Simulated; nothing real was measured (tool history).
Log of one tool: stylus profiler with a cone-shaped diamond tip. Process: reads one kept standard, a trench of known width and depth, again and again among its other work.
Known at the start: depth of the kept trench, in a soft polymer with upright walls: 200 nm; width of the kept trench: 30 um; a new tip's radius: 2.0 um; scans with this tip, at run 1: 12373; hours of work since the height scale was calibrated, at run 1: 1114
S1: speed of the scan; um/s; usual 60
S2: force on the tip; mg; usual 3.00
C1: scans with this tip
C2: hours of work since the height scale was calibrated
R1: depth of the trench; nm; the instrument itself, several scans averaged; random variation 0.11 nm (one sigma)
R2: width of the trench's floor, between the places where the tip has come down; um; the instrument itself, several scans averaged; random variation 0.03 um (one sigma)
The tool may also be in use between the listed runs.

run 1 day=0.000 | S1=60 S2=3.00 | C1=12373 C2=1114 | R1=201.32 R2=27.46
run 2 day=1.233 | S1=60 S2=3.00 | C1=12632 C2=1138 | R1=201.28 R2=27.49
run 3 day=3.183 | S1=60 S2=3.00 | C1=13042 C2=1175 | R1=201.33 R2=27.42
run 4 day=4.917 | S1=60 S2=3.00 | C1=13406 C2=1207 | R1=201.05 R2=27.45
run 5 day=5.833 | S1=60 S2=3.00 | C1=13599 C2=1225 | R1=201.20 R2=27.40
run 6 day=6.962 | S1=74 S2=3.00 | C1=13836 C2=1246 | R1=201.15 R2=27.37
run 7 day=8.421 | S1=40 S2=3.00 | C1=14142 C2=1274 | R1=201.22 R2=27.46
run 8 day=10.638 | S1=40 S2=3.00 | C1=14609 C2=1316 | R1=201.02 R2=27.46
run 9 day=11.954 | S1=60 S2=1.12 | C1=14886 C2=1341 | R1=199.83 R2=27.17
run 10 day=13.854 | S1=60 S2=1.12 | C1=15285 C2=1377 | R1=200.02 R2=27.19
run 11 day=15.596 | S1=60 S2=8.86 | C1=15651 C2=1409 | R1=203.27 R2=27.37
run 12 day=16.942 | S1=60 S2=8.86 | C1=15934 C2=1435 | R1=203.53 R2=27.39
run 13 day=18.354 | S1=178 S2=8.86 | C1=16231 C2=1462 | R1=203.36 R2=27.06
run 14 day=19.833 | S1=60 S2=3.00 | C1=16541 C2=1490 | R1=200.72 R2=27.32
run 15 day=21.329 | S1=60 S2=3.00 | C1=16856 C2=1518 | R1=200.93 R2=27.28
run 16 day=22.821 | S1=60 S2=3.35 | C1=17170 C2=1546 | R1=201.06 R2=27.26
run 17 day=24.317 | S1=111 S2=1.93 | C1=17484 C2=1575 | R1=200.18 R2=26.92
run 18 day=26.288 | S1=111 S2=4.55 | C1=17898 C2=1612 | R1=201.50 R2=27.10
run 19 day=28.438 | S1=95 S2=8.37 | C1=18350 C2=1653 | R1=203.06 R2=27.23
run 20 day=30.175 | S1=79 S2=3.65 | C1=18715 C2=1685 | R1=201.15 R2=27.15
run 21 day=31.629 | S1=86 S2=1.53 | C1=19021 C2=1713 | R1=199.72 R2=26.97
run 22 day=33.396 | S1=43 S2=4.74 | C1=19392 C2=1746 | R1=201.41 R2=27.24
run 23 day=34.854 | S1=43 S2=4.74 | C1=19698 C2=1774 | R1=201.46 R2=27.23
run 24 day=37.042 | S1=51 S2=3.22 | C1=20158 C2=1815 | R1=200.69 R2=27.17
run 25 day=39.271 | S1=51 S2=3.22 | C1=20627 C2=1858 | R1=200.69 R2=27.16
run 26 day=40.938 | S1=142 S2=3.00 | C1=20977 C2=1889 | R1=200.42 R2=26.79
run 27 day=42.688 | S1=142 S2=3.00 | C1=21345 C2=1922 | R1=200.37 R2=26.73
run 28 day=44.233 | S1=39 S2=8.93 | C1=21670 C2=1951 | R1=203.07 R2=27.24
run 29 day=45.608 | S1=39 S2=8.93 | C1=21960 C2=1978 | R1=203.12 R2=27.18

Measured less the same run without the tool's hidden state. The same run-to-run variation is in both; the gauge's scatter may not be:
The hidden state here: radius of the tip, um; height scale over the true one, %; drift of the gauge itself on depth_nm, %; drift of the gauge itself on floor_um, %.
run=1 R1=-1.12 R2=-0.57
run=2 R1=-1.14 R2=-0.58
run=3 R1=-1.19 R2=-0.60
run=4 R1=-1.21 R2=-0.61
run=5 R1=-1.24 R2=-0.62
run=6 R1=-1.26 R2=-0.63
run=7 R1=-1.28 R2=-0.65
run=8 R1=-1.33 R2=-0.67
run=9 R1=-1.35 R2=-0.68
run=10 R1=-1.38 R2=-0.69
run=11 R1=-1.44 R2=-0.71
run=12 R1=-1.47 R2=-0.72
run=13 R1=-1.49 R2=-0.73
run=14 R1=-1.50 R2=-0.75
run=15 R1=-1.53 R2=-0.76
run=16 R1=-1.57 R2=-0.77
run=17 R1=-1.58 R2=-0.79
run=18 R1=-1.63 R2=-0.80
run=19 R1=-1.69 R2=-0.82
run=20 R1=-1.71 R2=-0.83
run=21 R1=-1.72 R2=-0.84
run=22 R1=-1.77 R2=-0.85
run=23 R1=-1.79 R2=-0.87
run=24 R1=-1.83 R2=-0.88
run=25 R1=-1.87 R2=-0.90
run=26 R1=-1.91 R2=-0.92
run=27 R1=-1.95 R2=-0.93
run=28 R1=-2.00 R2=-0.94
run=29 R1=-2.02 R2=-0.95
